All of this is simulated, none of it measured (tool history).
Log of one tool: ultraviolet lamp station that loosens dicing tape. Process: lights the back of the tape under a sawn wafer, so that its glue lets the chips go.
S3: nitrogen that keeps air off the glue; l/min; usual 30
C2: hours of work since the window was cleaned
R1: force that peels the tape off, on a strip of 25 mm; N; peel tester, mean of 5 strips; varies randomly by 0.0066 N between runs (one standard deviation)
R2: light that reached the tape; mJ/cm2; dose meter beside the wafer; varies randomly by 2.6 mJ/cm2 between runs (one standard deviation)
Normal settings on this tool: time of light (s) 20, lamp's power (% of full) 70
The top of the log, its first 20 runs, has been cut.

run 21 hour=936.3 | time_of_light_(s)=20 lamp's_power_(%_of_full)=70 S3=30 | hours_of_work_of_the_lamp=811 C2=105 | R1=0.519 R2=223
run 22 hour=978.8 | time_of_light_(s)=20 lamp's_power_(%_of_full)=70 S3=30 | hours_of_work_of_the_lamp=838 C2=133 | R1=0.545 R2=219
-- hour=1007.9 lamp changed
run 23 hour=1042.1 | time_of_light_(s)=20 lamp's_power_(%_of_full)=70 S3=30 | hours_of_work_of_the_lamp=22 C2=173 | R1=0.238 R2=306
run 24 hour=1094.9 | time_of_light_(s)=19 lamp's_power_(%_of_full)=73 S3=31 | hours_of_work_of_the_lamp=56 C2=207 | R1=0.263 R2=303
run 25 hour=1157.9 | time_of_light_(s)=19 lamp's_power_(%_of_full)=73 S3=31 | hours_of_work_of_the_lamp=97 C2=247 | R1=0.253 R2=292
run 26 hour=1205.6 | time_of_light_(s)=20 lamp's_power_(%_of_full)=75 S3=11 | hours_of_work_of_the_lamp=127 C2=278 | R1=0.500 R2=313
run 27 hour=1232.0 | time_of_light_(s)=18 lamp's_power_(%_of_full)=65 S3=17 | hours_of_work_of_the_lamp=144 C2=295 | R1=0.655 R2=241
run 28 hour=1294.5 | time_of_light_(s)=15 lamp's_power_(%_of_full)=80 S3=17 | hours_of_work_of_the_lamp=185 C2=335 | R1=0.631 R2=241
run 29 hour=1346.7 | time_of_light_(s)=15 lamp's_power_(%_of_full)=80 S3=17 | hours_of_work_of_the_lamp=218 C2=369 | R1=0.671 R2=241
run 30 hour=1394.0 | time_of_light_(s)=16 lamp's_power_(%_of_full)=78 S3=20 | hours_of_work_of_the_lamp=249 C2=399 | R1=0.565 R2=248
run 31 hour=1456.3 | time_of_light_(s)=16 lamp's_power_(%_of_full)=78 S3=20 | hours_of_work_of_the_lamp=289 C2=440 | R1=0.606 R2=238
run 32 hour=1514.1 | time_of_light_(s)=20 lamp's_power_(%_of_full)=78 S3=20 | hours_of_work_of_the_lamp=326 C2=477 | R1=0.363 R2=293
run 33 hour=1566.5 | time_of_light_(s)=20 lamp's_power_(%_of_full)=78 S3=20 | hours_of_work_of_the_lamp=360 C2=511 | R1=0.391 R2=285
run 34 hour=1597.9 | time_of_light_(s)=10 lamp's_power_(%_of_full)=97 S3=11 | hours_of_work_of_the_lamp=380 C2=531 | R1=1.470 R2=176
run 35 hour=1640.3 | time_of_light_(s)=37 lamp's_power_(%_of_full)=67 S3=58 | hours_of_work_of_the_lamp=407 C2=558 | R1=0.077 R2=447
run 36 hour=1680.1 | time_of_light_(s)=32 lamp's_power_(%_of_full)=95 S3=23 | hours_of_work_of_the_lamp=433 C2=584 | R1=0.063 R2=542
run 37 hour=1710.5 | time_of_light_(s)=16 lamp's_power_(%_of_full)=70 S3=9 | hours_of_work_of_the_lamp=452 C2=603 | R1=1.402 R2=198
run 38 hour=1763.1 | time_of_light_(s)=33 lamp's_power_(%_of_full)=95 S3=57 | hours_of_work_of_the_lamp=486 C2=637 | R1=0.065 R2=550
run 39 hour=1790.1 | time_of_light_(s)=33 lamp's_power_(%_of_full)=95 S3=57 | hours_of_work_of_the_lamp=504 C2=654 | R1=0.059 R2=543
-- hour=1810.2 window cleaned of glue's vapour
run 40 hour=1816.6 | time_of_light_(s)=21 lamp's_power_(%_of_full)=68 S3=57 | hours_of_work_of_the_lamp=520 C2=4 | R1=0.228 R2=268
run 41 hour=1873.2 | time_of_light_(s)=32 lamp's_power_(%_of_full)=91 S3=36 | hours_of_work_of_the_lamp=557 C2=41 | R1=0.056 R2=527
run 42 hour=1904.7 | time_of_light_(s)=40 lamp's_power_(%_of_full)=61 S3=52 | hours_of_work_of_the_lamp=577 C2=61 | R1=0.077 R2=438
run 43 hour=1945.2 | time_of_light_(s)=28 lamp's_power_(%_of_full)=85 S3=33 | hours_of_work_of_the_lamp=603 C2=87 | R1=0.092 R2=418

What if the next run were any one of these 4? Each begins from the tool's condition after run 43:
run A hour=1987.1 | time_of_light_(s)=20 lamp's_power_(%_of_full)=64 S3=30 | hours_of_work_of_the_lamp=630 C2=114 | R1=? R2=?
run B hour=1987.1 | time_of_light_(s)=20 lamp's_power_(%_of_full)=94 S3=30 | hours_of_work_of_the_lamp=630 C2=114 | R1=? R2=?
run C hour=1987.1 | time_of_light_(s)=28 lamp's_power_(%_of_full)=85 S3=31 | hours_of_work_of_the_lamp=630 C2=114 | R1=? R2=?
run D hour=1987.1 | time_of_light_(s)=33 lamp's_power_(%_of_full)=85 S3=33 | hours_of_work_of_the_lamp=630 C2=114 | R1=? R2=?

run=A R1=0.545 R2=226
run=B R1=0.189 R2=332
run=C R1=0.105 R2=415
run=D R1=0.070 R2=494
Without the tool's hidden state the same runs would have given:
run=A R1=0.280 R2=294
run=B R1=0.097 R2=430
run=C R1=0.069 R2=539
run=D R1=0.055 R2=642

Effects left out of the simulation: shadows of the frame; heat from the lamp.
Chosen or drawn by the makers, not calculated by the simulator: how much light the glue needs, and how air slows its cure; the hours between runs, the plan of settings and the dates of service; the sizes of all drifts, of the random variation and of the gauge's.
